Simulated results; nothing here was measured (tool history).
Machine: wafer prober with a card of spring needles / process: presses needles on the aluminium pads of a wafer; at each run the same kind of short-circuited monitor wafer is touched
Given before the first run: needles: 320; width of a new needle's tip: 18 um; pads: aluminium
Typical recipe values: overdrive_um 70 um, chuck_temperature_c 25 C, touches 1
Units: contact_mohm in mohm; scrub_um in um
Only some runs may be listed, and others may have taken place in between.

run,day,overdrive_um,chuck_temperature_c,touches,contact_mohm,scrub_um
1,0,70,25,1,688,10.65
# day 0.162: tips cleaned on abrasive film
# day 0.896: tips cleaned on abrasive film
2,1.517,70,25,1,731,10.61
# day 1.658: tips cleaned on abrasive film
# day 2.312: tips cleaned on abrasive film
3,2.808,70,25,1,713,10.56
# day 3.075: tips cleaned on abrasive film
# day 3.85: tips cleaned on abrasive film
# day 4.567: tips cleaned on abrasive film
# day 5.004: height of the first contact set anew
4,5.004,70,25,1,685,10.8
# day 5.279: tips cleaned on abrasive film
# day 6.017: tips cleaned on abrasive film
5,6.421,70,25,2,495,10.73
# day 6.704: tips cleaned on abrasive film
# day 7.45: tips cleaned on abrasive film
6,7.896,70,54,1,698,10.72
# day 8.217: tips cleaned on abrasive film
# day 8.992: tips cleaned on abrasive film
7,9.283,74,25,1,607,11.34
# day 9.712: tips cleaned on abrasive film
# day 10.412: tips cleaned on abrasive film
# day 11.154: tips cleaned on abrasive film
8,11.542,70,52,1,685,10.65
# day 11.796: tips cleaned on abrasive film
# day 12.512: tips cleaned on abrasive film
9,12.775,70,25,1,634,10.61
# day 13.238: tips cleaned on abrasive film
# day 13.967: tips cleaned on abrasive film
10,14.233,70,25,1,647,10.57
# day 14.646: tips cleaned on abrasive film
# day 15.354: tips cleaned on abrasive film
11,15.938,70,25,1,769,10.57
# day 16.1: tips cleaned on abrasive film
# day 16.746: tips cleaned on abrasive film
# day 17.096: height of the first contact set anew
12,17.096,70,25,1,667,10.82
# day 17.417: tips cleaned on abrasive film
# day 18.167: tips cleaned on abrasive film
# day 18.875: tips cleaned on abrasive film
13,19.117,70,25,1,671,10.77
# day 19.579: tips cleaned on abrasive film
# day 20.262: tips cleaned on abrasive film
14,20.592,70,37,1,711,10.69
# day 20.967: tips cleaned on abrasive film
15,21.575,70,37,1,763,10.71
# day 21.738: tips cleaned on abrasive film
# day 22.421: tips cleaned on abrasive film
16,22.938,55,112,1,1020,8.36
# day 23.1: tips cleaned on abrasive film
# day 23.767: tips cleaned on abrasive film
17,24.079,70,27,1,686,10.64
# day 24.512: tips cleaned on abrasive film
# day 25.229: tips cleaned on abrasive film
18,25.821,70,25,1,783,10.62
# day 25.917: tips cleaned on abrasive film
# day 26.679: tips cleaned on abrasive film
# day 27.362: tips cleaned on abrasive film
19,27.375,69,43,1,284,10.42
# day 28.112: tips cleaned on abrasive film
# day 28.788: tips cleaned on abrasive film
20,28.958,69,43,1,536,10.38
# day 29.288: height of the first contact set anew
# day 29.529: tips cleaned on abrasive film
# day 30.233: tips cleaned on abrasive film
21,30.479,63,28,1,774,9.68
# day 30.904: tips cleaned on abrasive film
# day 31.567: tips cleaned on abrasive film
22,31.567,63,28,1,264,9.65
# day 32.242: tips cleaned on abrasive film
# day 32.942: tips cleaned on abrasive film
23,33.117,57,98,1,726,8.7
# day 33.658: tips cleaned on abrasive film
# day 34.438: tips cleaned on abrasive film
24,34.775,73,25,1,724,11.12
# day 35.2: tips cleaned on abrasive film
# day 35.867: tips cleaned on abrasive film
# day 36.562: tips cleaned on abrasive film
25,36.904,70,49,3,395,10.63
# day 37.321: tips cleaned on abrasive film
26,37.938,67,98,3,420,10.13
# day 38.1: tips cleaned on abrasive film
# day 38.788: tips cleaned on abrasive film
27,39.275,67,98,3,426,10.11
# day 39.562: tips cleaned on abrasive film
# day 40.317: tips cleaned on abrasive film
28,40.733,67,98,3,428,10.04
# day 41.054: tips cleaned on abrasive film
# day 41.438: height of the first contact set anew
# day 41.721: tips cleaned on abrasive film
29,41.854,70,57,1,511,10.77
# day 42.417: tips cleaned on abrasive film
# day 43.058: tips cleaned on abrasive film
30,43.212,62,75,2,497,9.51

Some steps in contact_mohm, run to run, broken into two amounts with sign: the step expected even without the hidden condition (settings, incoming material, random variation), and the rest, left for the hidden condition together with whatever gauge scatter is not in both the measured and the hidden-condition-free result:
Hidden conditions of the tool in this case: debris on the tips, nm; way that the needles fall short of the set height, um; tips' diameter, um; drift of the gauge itself on contact_mohm, %; drift of the gauge itself on scrub_um, %.
Run 18 -> 19: overdrive_um 70 -> 69, chuck_temperature_c 25 -> 43, tips cleaned on abrasive film, tips cleaned on abrasive film, tips cleaned on abrasive film. contact_mohm -499 mohm: hidden state -501, all else +2.
Run 21 -> 22: tips cleaned on abrasive film, tips cleaned on abrasive film. contact_mohm -510 mohm: hidden state -513, all else +3.
Run 22 -> 23: overdrive_um 63 -> 57, chuck_temperature_c 28 -> 98, tips cleaned on abrasive film, tips cleaned on abrasive film. contact_mohm +462 mohm: hidden state +450, all else +12.
